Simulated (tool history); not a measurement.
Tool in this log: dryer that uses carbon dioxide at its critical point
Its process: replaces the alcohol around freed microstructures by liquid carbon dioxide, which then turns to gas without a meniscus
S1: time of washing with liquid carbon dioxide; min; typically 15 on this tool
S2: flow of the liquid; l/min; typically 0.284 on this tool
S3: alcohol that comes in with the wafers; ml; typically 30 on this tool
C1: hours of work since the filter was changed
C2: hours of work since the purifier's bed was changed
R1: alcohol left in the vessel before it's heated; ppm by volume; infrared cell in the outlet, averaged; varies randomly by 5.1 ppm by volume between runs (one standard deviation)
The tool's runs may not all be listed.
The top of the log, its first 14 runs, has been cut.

| run | hour | S1 | S2 | S3 | C1 | C2 | R1 |
|---|---|---|---|---|---|---|---|
| 15 | 76.2 | 15 | 0.443 | 30 | 47 | 99 | 24 |
| 16 | 82.7 | 15 | 0.443 | 30 | 51 | 103 | 32 |
| 17 | 91.5 | 15 | 0.443 | 30 | 56 | 108 | 40 |
| 18 | 96.7 | 15 | 0.443 | 30 | 59 | 111 | 29 |
| 19 | 102.2 | 13 | 0.279 | 88 | 63 | 114 | 561 |
| 20 | 106.7 | 13 | 0.279 | 88 | 65 | 117 | 580 |
| 21 | 115.1 | 13 | 0.279 | 88 | 70 | 121 | 600 |
| 22 | 119.3 | 15 | 0.408 | 24 | 73 | 124 | 44 |
| 23 | 128.1 | 15 | 0.408 | 24 | 78 | 129 | 49 |
| 24 | 134.6 | 19 | 0.186 | 35 | 81 | 133 | 291 |
| 25 | 140.6 | 19 | 0.186 | 35 | 85 | 136 | 291 |
| 26 | 145.4 | 21 | 0.284 | 30 | 88 | 139 | 45 |
| 27 | 151.0 | 21 | 0.284 | 30 | 91 | 142 | 39 |
| 28 | 156.4 | 15 | 0.229 | 30 | 94 | 146 | 308 |
| 29 | 160.9 | 15 | 0.229 | 30 | 97 | 148 | 310 |

Run 30, settings as shown, results not yet in. Your forecast:
| 30 | 164.6 | 15 | 0.395 | 30 | 99 | 150 | ? |

{"run 30": {"R1": 52}}
Take away the tool's hidden state, keep the run-to-run variation as it was, and the same run would have given R1 14 ppm by volume.

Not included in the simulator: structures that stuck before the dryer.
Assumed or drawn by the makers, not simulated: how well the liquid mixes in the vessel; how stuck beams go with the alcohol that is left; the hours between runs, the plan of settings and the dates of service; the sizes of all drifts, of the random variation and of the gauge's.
